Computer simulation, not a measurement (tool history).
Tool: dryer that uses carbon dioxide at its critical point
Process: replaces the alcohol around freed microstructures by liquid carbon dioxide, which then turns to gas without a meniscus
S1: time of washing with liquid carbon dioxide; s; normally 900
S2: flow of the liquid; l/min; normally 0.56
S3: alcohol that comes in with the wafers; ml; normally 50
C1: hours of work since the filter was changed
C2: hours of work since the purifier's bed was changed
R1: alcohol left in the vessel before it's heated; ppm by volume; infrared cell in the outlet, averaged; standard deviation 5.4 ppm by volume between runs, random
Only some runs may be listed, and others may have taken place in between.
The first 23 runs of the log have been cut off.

| run | hour | S1 | S2 | S3 | C1 | C2 | R1 |
|---|---|---|---|---|---|---|---|
| 24 | 871.9 | 660 | 0.56 | 49 | 124 | 63 | 872 |
| 25 | 899.2 | 660 | 0.56 | 49 | 146 | 85 | 929 |
| 26 | 925 | 1380 | 0.617 | 50 | 166 | 106 | 30 |
|  | 972.9 | inlet filter changed |
| 27 | 981.1 | 1380 | 0.617 | 50 | 7 | 150 | 34 |
| 28 | 1029.9 | 540 | 0.817 | 62 | 45 | 188 | 355 |
| 29 | 1063.5 | 660 | 0.337 | 27 | 72 | 215 | 2377 |
| 30 | 1104.6 | 660 | 0.337 | 27 | 105 | 248 | 2544 |
| 31 | 1134.1 | 660 | 0.518 | 54 | 129 | 272 | 1396 |
| 32 | 1181.3 | 900 | 0.417 | 24 | 166 | 309 | 551 |
| 33 | 1217.1 | 600 | 0.818 | 97 | 195 | 338 | 588 |
|  | 1227 | inlet filter changed |
| 34 | 1267.5 | 1320 | 0.353 | 97 | 32 | 377 | 566 |
| 35 | 1293.9 | 1080 | 0.383 | 67 | 53 | 398 | 749 |
| 36 | 1329.8 | 1080 | 0.383 | 67 | 82 | 427 | 770 |
| 37 | 1373 | 780 | 0.581 | 43 | 116 | 461 | 368 |
| 38 | 1398.9 | 660 | 0.56 | 22 | 137 | 482 | 470 |
| 39 | 1447.9 | 840 | 0.458 | 45 | 176 | 521 | 913 |
|  | 1480.8 | inlet filter changed |
| 40 | 1497.3 | 960 | 0.586 | 25 | 13 | 559 | 147 |
| 41 | 1531.6 | 960 | 0.45 | 40 | 40 | 587 | 403 |
| 42 | 1567.5 | 960 | 0.919 | 21 | 69 | 615 | 122 |
| 43 | 1600.6 | 780 | 0.425 | 26 | 96 | 642 | 824 |
| 44 | 1644.5 | 780 | 0.373 | 50 | 130 | 677 | 2394 |
| 45 | 1694.8 | 780 | 0.577 | 50 | 171 | 717 | 545 |

Consider 3 possible next runs. They are alternatives, not a sequence: every one starts from the tool as it was left by run 45. What does each give?
|  | 1736.1 | inlet filter changed |
| A | 1744.5 | 1380 | 0.548 | 40 | 7 | 756 | ? |
|  | 1736.1 | inlet filter changed |
| B | 1744.5 | 660 | 0.908 | 29 | 7 | 756 | ? |
|  | 1736.1 | inlet filter changed |
| C | 1744.5 | 840 | 0.663 | 50 | 7 | 756 | ? |

| run | R1 |
|---|---|
| A | 146 |
| B | 167 |
| C | 203 |
Without the tool's hidden state the same runs would have given:
| run | R1 |
|---|---|
| A | 9 |
| B | 28 |
| C | 66 |
